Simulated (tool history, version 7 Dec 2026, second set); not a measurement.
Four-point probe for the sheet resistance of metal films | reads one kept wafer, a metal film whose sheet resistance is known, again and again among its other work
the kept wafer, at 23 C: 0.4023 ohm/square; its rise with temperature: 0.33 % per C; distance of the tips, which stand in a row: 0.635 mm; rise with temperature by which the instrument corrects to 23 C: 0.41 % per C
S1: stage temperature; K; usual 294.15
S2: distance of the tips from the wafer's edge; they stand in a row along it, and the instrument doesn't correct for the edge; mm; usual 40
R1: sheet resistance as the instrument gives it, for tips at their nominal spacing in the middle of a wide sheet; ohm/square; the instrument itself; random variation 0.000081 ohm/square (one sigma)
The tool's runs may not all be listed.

{"run": 1, "hour": 0.0, "S1": 294.15, "S2": 40, "R1": 0.400918}
{"run": 2, "hour": 16.3, "S1": 294.15, "S2": 40, "R1": 0.401086}
{"run": 3, "hour": 28.0, "S1": 294.15, "S2": 40, "R1": 0.401019}
{"run": 4, "hour": 38.7, "S1": 298.15, "S2": 40, "R1": 0.399899}
{"run": 5, "hour": 46.9, "S1": 294.15, "S2": 47, "R1": 0.401111}
{"run": 6, "hour": 64.7, "S1": 294.15, "S2": 47, "R1": 0.400937}
{"run": 7, "hour": 78.7, "S1": 299.15, "S2": 40, "R1": 0.399548}
{"run": 8, "hour": 90.2, "S1": 299.15, "S2": 40, "R1": 0.399548}
{"run": 9, "hour": 98.1, "S1": 299.15, "S2": 40, "R1": 0.399567}
{"run": 10, "hour": 114.6, "S1": 299.15, "S2": 40, "R1": 0.399504}
{"hour": 116.8, "done": "stage's thermometer calibrated"}
{"run": 11, "hour": 127.1, "S1": 307.15, "S2": 60, "R1": 0.397486}
{"run": 12, "hour": 142.5, "S1": 304.15, "S2": 53, "R1": 0.398372}
{"run": 13, "hour": 158.4, "S1": 306.15, "S2": 4, "R1": 0.403017}
{"run": 14, "hour": 172.6, "S1": 305.15, "S2": 8, "R1": 0.399224}
{"run": 15, "hour": 191.0, "S1": 305.15, "S2": 8, "R1": 0.399369}
{"hour": 206.1, "done": "stage's thermometer calibrated, once more"}
{"run": 16, "hour": 208.5, "S1": 297.15, "S2": 54, "R1": 0.39966}
{"run": 17, "hour": 223.7, "S1": 297.15, "S2": 54, "R1": 0.399766}
{"run": 18, "hour": 242.0, "S1": 296.15, "S2": 54, "R1": 0.400024}
{"run": 19, "hour": 258.5, "S1": 291.15, "S2": 54, "R1": 0.401849}

Forecast each of these 5 alternatives for the next run:
{"run": "A", "hour": 275.6, "S1": 307.15, "S2": 5, "R1": "?"}
{"run": "B", "hour": 275.6, "S1": 292.15, "S2": 54, "R1": "?"}
{"run": "C", "hour": 275.6, "S1": 298.15, "S2": 54, "R1": "?"}
{"run": "D", "hour": 275.6, "S1": 306.15, "S2": 18, "R1": "?"}
{"run": "E", "hour": 275.6, "S1": 296.15, "S2": 43, "R1": "?"}

run=A R1=0.400229
run=B R1=0.40134
run=C R1=0.39954
run=D R1=0.397599
run=E R1=0.400136
Without the tool's hidden state the same runs would have given:
run=A R1=0.402431
run=B R1=0.40355
run=C R1=0.40174
run=D R1=0.399788
run=E R1=0.402339
